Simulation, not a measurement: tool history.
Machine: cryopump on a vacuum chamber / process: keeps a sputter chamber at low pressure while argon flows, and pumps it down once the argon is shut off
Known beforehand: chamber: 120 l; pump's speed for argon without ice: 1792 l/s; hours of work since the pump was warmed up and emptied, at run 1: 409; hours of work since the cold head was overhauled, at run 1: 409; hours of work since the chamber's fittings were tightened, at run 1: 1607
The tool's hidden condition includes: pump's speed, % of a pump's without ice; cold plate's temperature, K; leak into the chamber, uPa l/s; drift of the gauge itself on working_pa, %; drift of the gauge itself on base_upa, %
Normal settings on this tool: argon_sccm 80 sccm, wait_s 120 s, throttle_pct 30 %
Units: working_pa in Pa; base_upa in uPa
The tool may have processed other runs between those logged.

| run | hour | argon_sccm | wait_s | throttle_pct | hours of work since the pump was warmed up and emptied | hours of work since the cold head was overhauled | hours of work since the chamber's fittings were tightened | working_pa | base_upa |
|---|---|---|---|---|---|---|---|---|---|
| 1 | 0 | 80 | 120 | 30 | 409 | 409 | 1607 | 0.2739 | 1.08 |
|  | 15.1 | pump warmed up, emptied and cooled again |
| 2 | 16.3 | 80 | 120 | 30 | 1 | 416 | 1614 | 0.2522 | 0.9 |
| 3 | 22.8 | 80 | 120 | 22 | 5 | 420 | 1618 | 0.3409 | 0.86 |
| 4 | 29.7 | 80 | 120 | 30 | 9 | 425 | 1622 | 0.2544 | 0.89 |
| 5 | 42.3 | 80 | 120 | 30 | 17 | 433 | 1630 | 0.2523 | 0.91 |
| 6 | 54 | 80 | 120 | 30 | 25 | 440 | 1638 | 0.2539 | 0.91 |
| 7 | 63.9 | 47 | 120 | 30 | 31 | 447 | 1644 | 0.1491 | 0.89 |
| 8 | 72.1 | 47 | 120 | 30 | 37 | 452 | 1650 | 0.149 | 0.89 |
| 9 | 84.5 | 47 | 120 | 30 | 44 | 460 | 1657 | 0.1495 | 0.91 |
| 10 | 94.3 | 47 | 120 | 30 | 51 | 466 | 1664 | 0.1508 | 0.9 |
| 11 | 105.5 | 80 | 120 | 30 | 58 | 473 | 1671 | 0.2543 | 0.91 |
| 12 | 121.3 | 80 | 120 | 30 | 68 | 483 | 1681 | 0.2561 | 0.95 |
| 13 | 131.1 | 80 | 120 | 30 | 74 | 490 | 1687 | 0.2562 | 0.89 |
| 14 | 142.1 | 80 | 120 | 30 | 81 | 497 | 1694 | 0.2562 | 0.89 |
| 15 | 149 | 80 | 46 | 23 | 86 | 501 | 1699 | 0.3318 | 1.19 |
| 16 | 161.4 | 38 | 35 | 47 | 94 | 509 | 1707 | 0.0778 | 1.29 |
| 17 | 173 | 61 | 120 | 30 | 101 | 516 | 1714 | 0.1951 | 0.95 |
| 18 | 185.8 | 61 | 120 | 30 | 109 | 525 | 1722 | 0.1953 | 0.96 |
| 19 | 197.4 | 156 | 120 | 30 | 117 | 532 | 1730 | 0.5035 | 0.97 |
| 20 | 207.9 | 62 | 171 | 30 | 124 | 539 | 1737 | 0.2019 | 0.94 |
| 21 | 219.3 | 62 | 171 | 30 | 131 | 546 | 1744 | 0.1989 | 0.95 |
| 22 | 233 | 127 | 246 | 21 | 140 | 555 | 1753 | 0.5764 | 0.92 |
| 23 | 248.5 | 127 | 246 | 21 | 150 | 565 | 1763 | 0.5815 | 0.88 |
| 24 | 263 | 80 | 105 | 50 | 159 | 574 | 1772 | 0.1589 | 1.01 |
| 25 | 272.4 | 140 | 138 | 50 | 165 | 580 | 1778 | 0.2759 | 0.97 |
| 26 | 280.7 | 140 | 138 | 50 | 170 | 586 | 1783 | 0.2797 | 1.01 |

Run 27 is up next; what results do you expect?
| 27 | 291.2 | 140 | 138 | 50 | 177 | 592 | 1790 | ? | ? |

working_pa: 0.2782 Pa
base_upa: 1.02 uPa
With the hidden condition absent and the run-to-run variation left alone, this run would have shown working_pa 0.263 Pa, base_upa 0.31 uPa.
